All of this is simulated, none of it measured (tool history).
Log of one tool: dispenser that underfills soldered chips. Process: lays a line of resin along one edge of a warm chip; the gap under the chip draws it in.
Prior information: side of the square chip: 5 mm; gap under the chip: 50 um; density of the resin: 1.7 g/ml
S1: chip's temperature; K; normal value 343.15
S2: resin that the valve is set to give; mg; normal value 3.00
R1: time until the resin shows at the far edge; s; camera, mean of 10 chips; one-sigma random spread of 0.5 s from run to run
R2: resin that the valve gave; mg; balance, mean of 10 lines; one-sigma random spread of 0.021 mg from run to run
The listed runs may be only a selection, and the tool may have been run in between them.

run,hour,S1,S2,R1,R2
1,0.0,343.15,3.00,63.1,2.91
# hour 1.4: new syringe of resin
2,3.9,343.15,3.00,47.1,2.90
3,7.5,343.15,3.00,58.5,2.88
# hour 10.3: new syringe of resin
4,13.4,343.15,3.00,48.1,2.86
5,16.5,343.15,2.87,59.1,2.76
# hour 19.3: new syringe of resin
6,19.9,343.15,2.87,41.7,2.76
7,24.3,343.15,3.00,53.7,2.90
# hour 25.8: dispensing valve cleaned and set on the balance
# hour 29.0: new syringe of resin
8,31.0,343.15,2.76,44.5,2.74
9,37.0,343.15,3.00,63.7,3.00
# hour 38.1: new syringe of resin
10,42.9,343.15,3.00,53.7,3.00
# hour 46.8: new syringe of resin
11,47.4,343.15,3.00,41.2,3.00
12,50.8,343.15,3.00,51.9,3.00
13,54.5,341.15,3.00,70.6,2.98
# hour 55.8: new syringe of resin
14,57.9,341.15,3.00,48.9,2.98
15,61.7,336.15,2.53,77.4,2.52
# hour 64.6: new syringe of resin
16,66.3,352.15,3.45,30.5,3.42
17,71.7,357.15,3.57,37.2,3.53
# hour 73.5: new syringe of resin
18,75.3,341.15,2.52,51.1,2.46
19,81.3,357.15,3.00,40.2,2.91
# hour 82.5: new syringe of resin
20,85.7,353.15,3.16,34.2,3.11
# hour 91.5: new syringe of resin
21,91.6,332.15,3.67,57.1,3.64
22,95.8,343.15,2.96,51.3,2.90
23,99.4,338.15,3.55,76.2,3.49
# hour 100.5: new syringe of resin
24,104.4,328.15,3.00,88.8,2.99
25,108.6,344.15,3.80,62.1,3.74
# hour 109.5: new syringe of resin
26,113.8,344.15,3.80,48.9,3.75
# hour 118.2: new syringe of resin
27,118.4,354.15,3.30,25.8,3.23

Predict each of these 4 candidate next runs independently; none follows another, all start after run 27:
A,121.3,341.15,2.78,?,?
B,121.3,334.15,3.72,?,?
C,121.3,343.15,2.88,?,?
D,121.3,340.15,3.83,?,?

run,R1,R2
A,50.4,2.72
B,61.5,3.65
C,47.1,2.81
D,50.9,3.76
With no hidden state in the tool, these same runs would have given:
run,R1,R2
A,43.7,2.78
B,53.8,3.73
C,41.0,2.87
D,44.5,3.84

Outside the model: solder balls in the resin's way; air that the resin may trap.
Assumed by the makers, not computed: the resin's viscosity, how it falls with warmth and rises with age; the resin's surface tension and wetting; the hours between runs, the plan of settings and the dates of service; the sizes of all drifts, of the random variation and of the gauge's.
